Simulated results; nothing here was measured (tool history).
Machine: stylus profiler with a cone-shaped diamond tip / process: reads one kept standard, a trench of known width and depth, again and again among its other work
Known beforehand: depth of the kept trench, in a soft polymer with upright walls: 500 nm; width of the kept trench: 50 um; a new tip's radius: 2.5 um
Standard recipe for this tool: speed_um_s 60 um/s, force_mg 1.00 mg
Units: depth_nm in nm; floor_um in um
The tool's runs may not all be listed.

Run 1, hour 0.0: usual settings. Result: depth_nm 504.60 nm, floor_um 46.52 um.
Run 2, hour 59.9: usual settings. Result: depth_nm 504.37 nm, floor_um 46.54 um.
Run 3, hour 127.7: usual settings. Result: depth_nm 504.47 nm, floor_um 46.53 um.
Run 4, hour 233.4: usual settings but force_mg 2.89 mg. Result: depth_nm 508.91 nm, floor_um 46.61 um.
Run 5, hour 334.6: usual settings. Result: depth_nm 504.64 nm, floor_um 46.48 um.
Run 6, hour 390.0: usual settings but speed_um_s 165 um/s. Result: depth_nm 504.81 nm, floor_um 45.74 um.
Run 7, hour 468.7: usual settings but speed_um_s 65 um/s. Result: depth_nm 504.80 nm, floor_um 46.38 um.
Run 8, hour 531.7: usual settings. Result: depth_nm 504.96 nm, floor_um 46.40 um.
Run 9, hour 635.1: usual settings. Result: depth_nm 505.15 nm, floor_um 46.39 um.
Run 10, hour 747.4: usual settings. Result: depth_nm 505.06 nm, floor_um 46.37 um.
Run 11, hour 828.0: usual settings. Result: depth_nm 505.11 nm, floor_um 46.29 um.
Run 12, hour 912.2: usual settings but force_mg 2.52 mg. Result: depth_nm 508.81 nm, floor_um 46.43 um.
Run 13, hour 993.0: usual settings but force_mg 2.52 mg. Result: depth_nm 508.84 nm, floor_um 46.39 um.
Run 14, hour 1052.3: usual settings but speed_um_s 87 um/s. Result: depth_nm 505.12 nm, floor_um 46.09 um.
Run 15, hour 1105.4: usual settings but speed_um_s 19 um/s. Result: depth_nm 505.13 nm, floor_um 46.50 um.
Run 16, hour 1196.0: usual settings but speed_um_s 19 um/s. Result: depth_nm 505.42 nm, floor_um 46.48 um.
Run 17, hour 1268.3: usual settings but speed_um_s 19 um/s. Result: depth_nm 506.05 nm, floor_um 46.41 um.
Run 18, hour 1371.8: usual settings but speed_um_s 19 um/s. Result: depth_nm 505.45 nm, floor_um 46.38 um.
Run 19, hour 1427.8: usual settings but speed_um_s 19 um/s. Result: depth_nm 505.66 nm, floor_um 46.36 um.
Run 20, hour 1523.5: usual settings but speed_um_s 19 um/s. Result: depth_nm 505.73 nm, floor_um 46.34 um.
Run 21, hour 1633.8: usual settings but speed_um_s 34 um/s, force_mg 0.63 mg. Result: depth_nm 504.78 nm, floor_um 46.17 um.
Run 22, hour 1689.1: usual settings but speed_um_s 152 um/s, force_mg 0.75 mg. Result: depth_nm 505.21 nm, floor_um 45.28 um.
Run 23, hour 1771.8: usual settings but speed_um_s 17 um/s, force_mg 2.51 mg. Result: depth_nm 509.40 nm, floor_um 46.31 um.
Run 24, hour 1840.3: usual settings but speed_um_s 17 um/s, force_mg 2.51 mg. Result: depth_nm 509.86 nm, floor_um 46.33 um.
Run 25, hour 1918.7: usual settings but speed_um_s 17 um/s, force_mg 2.51 mg. Result: depth_nm 509.77 nm, floor_um 46.30 um.
Run 26, hour 2002.4: usual settings but force_mg 0.60 mg. Result: depth_nm 504.95 nm, floor_um 45.87 um.
Run 27, hour 2108.8: usual settings but force_mg 0.60 mg. Result: depth_nm 505.18 nm, floor_um 45.85 um.
Run 28, hour 2163.5: usual settings but force_mg 0.60 mg. Result: depth_nm 505.28 nm, floor_um 45.83 um.
Run 29, hour 2261.6: usual settings but force_mg 0.59 mg. Result: depth_nm 505.11 nm, floor_um 45.77 um.
Run 30, hour 2362.9: usual settings but force_mg 0.59 mg. Result: depth_nm 505.06 nm, floor_um 45.76 um.
Run 31, hour 2469.3: usual settings but speed_um_s 110 um/s, force_mg 0.45 mg. Result: depth_nm 504.47 nm, floor_um 45.26 um.

Run 32 comes next. What will it give?
Run 32, hour 2549.2: usual settings but speed_um_s 29 um/s, force_mg 1.53 mg. Result: depth_nm ?, floor_um ?.

Run 32 gave depth_nm 507.91 nm, floor_um 46.15 um.
The same run, on a tool lacking any hidden state, would have yielded depth_nm 505.64 nm, floor_um 46.93 um.
